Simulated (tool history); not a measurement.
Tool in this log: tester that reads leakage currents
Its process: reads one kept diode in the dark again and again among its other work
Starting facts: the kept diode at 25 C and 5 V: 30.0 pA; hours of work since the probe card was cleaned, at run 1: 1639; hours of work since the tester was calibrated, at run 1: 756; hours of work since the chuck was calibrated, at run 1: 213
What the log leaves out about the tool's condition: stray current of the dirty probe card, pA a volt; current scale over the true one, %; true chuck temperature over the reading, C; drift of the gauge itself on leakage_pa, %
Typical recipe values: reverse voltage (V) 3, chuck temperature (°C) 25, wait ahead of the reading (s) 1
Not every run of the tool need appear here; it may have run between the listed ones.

run,hour,reverse voltage (V),chuck temperature (°C),wait ahead of the reading (s),hours of work since the probe card was cleaned,hours of work since the tester was calibrated,hours of work since the chuck was calibrated,current that the tester gives (pA)
1,0,3,25,1,1639,756,213,25.92
2,64.2,3,25,1,1673,790,247,25.85
3,141.6,3,58,1,1714,831,288,239.36
4,186.5,3,58,1,1737,855,312,240.37
5,237.3,3,23,1,1764,882,339,22.01
6,298.4,3,23,1,1797,915,371,22.25
7,365.1,3,23,1,1832,950,406,22.1
8,423.4,3,23,1,1863,981,437,22.17
9,487.8,3,23,1,1897,1015,471,22.24
10,533.3,3,20,1,1921,1039,496,17.6
11,572.9,3,25,1.48,1942,1060,517,25.57
12,643.2,3,25,1.48,1980,1097,554,25.75
13,697.9,3,25,1,2009,1126,583,25.77
14,760.6,3,31,1,2042,1160,616,39.79
15,824.7,3,31,1,2076,1194,650,39.99
16,883.9,3,32,1,2107,1225,681,42.89
17,954.5,3,47,2.27,2145,1263,719,118.91
18,1032,2.34,25,2.32,2186,1304,760,23.47
19,1066.4,2.34,25,2.32,2204,1322,778,23.5
20,1110.4,2.34,25,2.32,2227,1345,802,23.58
21,1171.1,2.56,25,3.36,2260,1377,834,24.17
# hour 1186: chuck's temperature calibrated
22,1219.7,2.56,25,3.36,2284,1402,18,24.32
23,1255.4,2.56,25,3.36,2303,1421,37,24.17
24,1306.8,2.56,25,3.36,2330,1448,64,24.23
25,1353.5,2.56,25,3.36,2355,1473,89,24.15
26,1428.1,3,54,0.66,2395,1513,128,187.62
27,1508.6,6.5,35,0.36,2438,1555,171,70.22
28,1588,3,42,1,2480,1597,213,86.1
29,1670.6,16.34,52,1,2523,1641,257,289.52

For each entry between runs, how does the tool's hidden state at the last listed run before it compare with that at the first listed run after it?
Between runs 21 and 22: chuck's temperature calibrated (hour 1186)
  true chuck temperature over the reading, C: -0.02 -> 0
  difference, measured minus the result without the unlogged condition, current that the tester gives (pA): -0.03 -> +0.01
